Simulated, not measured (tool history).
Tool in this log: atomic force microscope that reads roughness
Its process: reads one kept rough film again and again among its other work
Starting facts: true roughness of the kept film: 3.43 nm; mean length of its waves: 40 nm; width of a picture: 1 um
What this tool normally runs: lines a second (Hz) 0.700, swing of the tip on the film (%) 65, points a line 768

run	hour	lines a second (Hz)	swing of the tip on the film (%)	points a line	roughness of the kept film (nm (root mean square))
1	0.0	0.700	65	768	3.101
2	18.6	0.700	65	768	3.100
3	32.3	0.700	65	768	3.071
# hour 41.2: new tip fitted
4	46.2	0.700	65	768	3.260
5	65.1	0.700	65	768	3.242
6	86.1	0.700	65	768	3.217
7	102.2	0.700	65	768	3.214
8	125.5	0.700	65	768	3.203
9	142.6	0.700	63	768	3.220
10	162.8	0.700	62	485	3.190
11	192.4	0.672	60	326	3.164
12	223.8	0.672	60	326	3.149
13	238.4	0.672	60	419	3.129
14	268.3	0.672	60	419	3.122
15	288.1	1.089	60	819	3.091
16	317.6	2.790	63	599	3.004
# hour 325.3: new tip fitted
17	330.9	1.383	90	457	3.045
18	349.4	1.297	64	948	3.240

Predict each of these 5 candidate next runs independently; none follows another, all start after run 18:
A	367.9	0.700	59	768	?
B	367.9	1.191	65	378	?
C	367.9	0.794	64	769	?
D	367.9	0.693	58	360	?
E	367.9	2.189	83	948	?

run	roughness of the kept film (nm (root mean square))
A	3.285
B	3.208
C	3.247
D	3.258
E	3.041
Without the tool's unlogged condition, the same runs would have read:
run	roughness of the kept film (nm (root mean square))
A	3.294
B	3.216
C	3.256
D	3.266
E	3.049
